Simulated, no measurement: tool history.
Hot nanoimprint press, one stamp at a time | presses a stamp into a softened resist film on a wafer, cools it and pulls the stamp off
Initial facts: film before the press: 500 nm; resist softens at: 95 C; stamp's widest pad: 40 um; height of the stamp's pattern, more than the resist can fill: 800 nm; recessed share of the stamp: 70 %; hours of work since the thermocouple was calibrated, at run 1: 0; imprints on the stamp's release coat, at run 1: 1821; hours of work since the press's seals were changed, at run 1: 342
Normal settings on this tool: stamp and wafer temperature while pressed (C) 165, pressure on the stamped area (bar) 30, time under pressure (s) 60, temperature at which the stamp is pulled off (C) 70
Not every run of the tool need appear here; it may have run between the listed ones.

run	hour	stamp and wafer temperature while pressed (C)	pressure on the stamped area (bar)	time under pressure (s)	temperature at which the stamp is pulled off (C)	hours of work since the thermocouple was calibrated	imprints on the stamp's release coat	hours of work since the press's seals were changed	resist left under the stamp's widest pad (nm)	greatest force while the stamp is pulled off (N)
1	0	165	30	60	70	0	1821	342	299.9	258
2	34.7	165	22.3	60	70	21	1955	363	340.9	261
3	65.9	165	22.3	60	70	40	2075	382	340.4	281
# hour 116.3: stamp cleaned and given a new release coat
4	116.8	165	30	60	70	68	2	410	302.9	160
5	165.2	165	30	60	70	97	189	439	300.7	173
6	208.3	165	30	60	70	124	355	466	300.7	191
7	242	165	30	60	70	144	485	486	299.4	187
8	279.2	165	30	60	70	167	628	509	303.4	193
9	335.6	165	30	55	70	202	846	544	309.1	209
10	397.8	165	30	55	70	240	1086	582	307.5	219
11	459.3	165	30	55	70	277	1323	619	306.5	231
# hour 466.6: plate thermocouple calibrated
12	512.4	168	30	60	70	28	1516	650	277	239
13	551.9	168	30	60	70	52	1668	674	275.4	246
14	592.8	168	30	60	70	77	1826	699	275	255
15	622.4	165	30	60	70	95	1940	717	296.8	252
# hour 662.2: plate thermocouple calibrated, once more
16	688.6	165	30	60	57	16	2184	756	302.9	356
# hour 709.5: stamp cleaned and given a new release coat
17	758.8	157	30	60	70	55	190	795	364.5	170
18	785.7	154	30	60	57	72	294	811	387.8	219
19	813.8	167	44.3	46	70	89	403	829	260.7	174
20	873.8	155	24.9	46	70	126	634	865	420.4	187
21	911.5	166	36.8	73	70	149	779	888	253.2	202
22	969.1	166	23.8	73	60	184	1001	924	305	252
23	1004.6	166	34	73	60	206	1138	945	260.3	266
24	1034	166	46.3	73	65	224	1252	963	225.6	242
25	1070.7	166	24.6	63	69	246	1393	986	312.8	245
26	1130.2	166	24.6	77	69	283	1622	1022	295.1	252
27	1181.8	170	30	60	69	314	1821	1054	262.7	256

Run 28, settings as shown, results not yet in. Your forecast:
# hour 1238: press's hydraulic seals changed and the load cell set to zero
28	1256.1	153	37.1	60	60	355	2077	11	?	?

{"run 28": {"resist left under the stamp's widest pad (nm)": 355.8, "greatest force while the stamp is pulled off (N)": 321}}
With no hidden state in the tool, this same run would have given resist left under the stamp's widest pad (nm) 369, greatest force while the stamp is pulled off (N) 194.

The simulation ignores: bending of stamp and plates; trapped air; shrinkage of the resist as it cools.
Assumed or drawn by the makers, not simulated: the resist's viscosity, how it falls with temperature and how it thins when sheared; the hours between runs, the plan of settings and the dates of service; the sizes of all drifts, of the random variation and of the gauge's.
